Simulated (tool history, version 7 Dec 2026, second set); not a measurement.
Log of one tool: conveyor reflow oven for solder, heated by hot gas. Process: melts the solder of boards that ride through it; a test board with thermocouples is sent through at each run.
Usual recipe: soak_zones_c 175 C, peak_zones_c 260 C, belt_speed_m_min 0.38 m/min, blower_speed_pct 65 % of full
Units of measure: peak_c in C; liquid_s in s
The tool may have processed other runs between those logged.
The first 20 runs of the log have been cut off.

run   hour  soak_zones_c  peak_zones_c  belt_speed_m_min  blower_speed_pct  hours of work since the flux was cleaned out  hours of work since the belt drive was overhauled  hours of work since the thermocouples were changed  peak_c  liquid_s
 21  541.8           165           255              0.38                65                                           138                                               1562                                                 466   240.4      55.5
 22  563.5           165           255              0.42                64                                           154                                               1579                                                 483   236.3      44.8
 23  593.8           165           255              0.42                64                                           178                                               1602                                                 506   236.6      42.9
 24  617.6           179           255              0.34                75                                           196                                               1620                                                 524     247      78.8
 25  637.6           175           260             0.329                65                                           211                                               1636                                                 540   249.2        82
 26  659.8           175           260              0.38                65                                           228                                               1653                                                 557   244.8        66
     670.3  -- flux residue cleaned out of gas plates and filters
 27  692.1           167           258             0.417                65                                            17                                               1674                                                 578   241.4      49.2
     719.6  -- belt drive overhauled, speed set with a stopwatch
 28  731.8           166           250             0.353                59                                            44                                                  9                                                 605   237.3      56.1
 29  767.1           166           250             0.353                59                                            71                                                 36                                                 632   236.9      54.7
 30  797.5           164           250             0.396                83                                            95                                                 60                                                 655     237      50.1

Consider 5 possible next runs. They are alternatives, not a sequence: every one starts from the tool as it was left by run 30. What does each give?
  A  833.2           164           259              0.38                65                                           122                                                 87                                                 683       ?         ?
  B  833.2           175           251             0.336                51                                           122                                                 87                                                 683       ?         ?
  C  833.2           172           269             0.305                65                                           122                                                 87                                                 683       ?         ?
  D  833.2           175           252              0.38                58                                           122                                                 87                                                 683       ?         ?
  E  833.2           175           260              0.38                50                                           122                                                 87                                                 683       ?         ?

run  peak_c  liquid_s
  A     243      59.1
  B   239.3      64.3
  C   258.1      95.5
  D   237.9      55.5
  E   242.7      59.2
Without the tool's hidden state the same runs would have given:
run  peak_c  liquid_s
  A   243.2      59.4
  B   239.5      64.7
  C   258.4      95.8
  D   238.1      55.9
  E     243      59.5
